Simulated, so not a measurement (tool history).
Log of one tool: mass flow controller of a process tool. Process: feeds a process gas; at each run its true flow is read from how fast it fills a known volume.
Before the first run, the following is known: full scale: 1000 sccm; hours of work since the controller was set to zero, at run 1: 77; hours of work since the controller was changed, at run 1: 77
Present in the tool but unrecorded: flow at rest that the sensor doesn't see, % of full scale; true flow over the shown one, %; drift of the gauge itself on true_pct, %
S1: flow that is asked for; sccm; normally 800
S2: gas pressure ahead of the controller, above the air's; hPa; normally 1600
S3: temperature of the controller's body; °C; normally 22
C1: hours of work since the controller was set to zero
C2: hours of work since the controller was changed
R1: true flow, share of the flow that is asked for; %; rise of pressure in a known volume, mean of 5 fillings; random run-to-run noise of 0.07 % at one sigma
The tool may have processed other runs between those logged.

run    hour   S1    S2  S3    C1    C2      R1
  1       0  800  1600  22    77    77   99.46
  2    78.9  800  1600  22   134   134   99.51
  3   161.4  800  1600  22   193   193   99.59
  4   253.1  800  1600  22   258   258   99.67
  5   400.4  800  1600  22   364   364    99.6
  6   476.6  800  1400  22   418   418   99.65
  7     548  800  1400  22   469   469   99.64
  8   716.3  800  1400  22   589   589   99.86
  9     800  800  1400  22   649   649   99.88
 10     885  800  1400  22   710   710  100.08
 11   981.4  800  1400  22   779   779   99.95
 12  1112.3  800  1450  22   873   873   99.99
 13  1276.3  800  1450  22   990   990  100.01
 14  1371.7  800  1660  22  1058  1058   99.98
 15  1514.5  800  1600  31  1160  1160  100.75
 16    1650  343  1600  31  1257  1257   99.88
 17  1718.6  343  1600  31  1306  1306  100.02
 18  1795.1  893  1600  22  1361  1361   100.5
 19  1963.8  893  1610  22  1481  1481  100.41
 20    2122  893  1610  22  1594  1594  100.54
 21  2220.6  893  1610  22  1665  1665   100.6
 22  2391.2  893  1610  22  1787  1787  100.66
 23  2543.8  893  1610  22  1896  1896  100.83
 24  2644.4  893  1610  22  1968  1968  100.68
 25  2731.6  893  1610  22  2030  2030  100.83
 26  2870.9  893  1610  22  2130  2130  100.88
 27  2965.1  820  1600  28  2197  2197  101.31
 28  3091.2  233  1600  23  2287  2287   99.95
 29  3188.6  233  1600  23  2357  2357   99.77
 30  3353.1  800  1600  32  2474  2474  101.78
 31  3486.7  880  2380  34  2570  2570   101.7
 32  3650.3  880  1420  28  2687  2687  101.72
 33  3793.1  150  2590  26  2789  2789  100.28
 34  3894.1  326  2190  21  2861  2861   99.74
 35  3981.8  326  2190  21  2924  2924   99.71
 36  4089.4  326  2190  21  3001  3001   99.73
 37  4258.9  587  2160  21  3122  3122  100.15
 38  4328.4  587  2160  21  3172  3172  100.21
 39  4398.3  132  1600  22  3222  3222  101.04
 40  4511.8  177  1600  22  3303  3303  100.85
 41  4616.7  257  1590  24  3378  3378  100.75
 42  4720.6  178  1800  26  3452  3452  101.08
 43  4805.8  144  2240  24  3513  3513  101.03
 44    4941  741  2240  34  3610  3610  102.04
 45  5080.5  439  1670  29  3709  3709  101.38

Results for each run, recomputed without the tool's hidden state and with each run's random variation untouched:
run      R1
  1   99.34
  2   99.36
  3   99.41
  4   99.46
  5   99.33
  6   99.35
  7   99.32
  8   99.47
  9   99.45
 10   99.62
 11   99.45
 12   99.45
 13    99.4
 14   99.33
 15  100.04
 16   98.93
 17   99.04
 18   99.71
 19   99.55
 20   99.63
 21   99.64
 22   99.64
 23   99.76
 24   99.57
 25   99.68
 26   99.68
 27  100.05
 28   98.03
 29    97.8
 30  100.37
 31  100.27
 32  100.22
 33   97.38
 34   97.66
 35   97.58
 36   97.56
 37   98.26
 38   98.29
 39   97.46
 40   97.73
 41   98.08
 42   97.85
 43   97.34
 44   99.98
 45   98.98
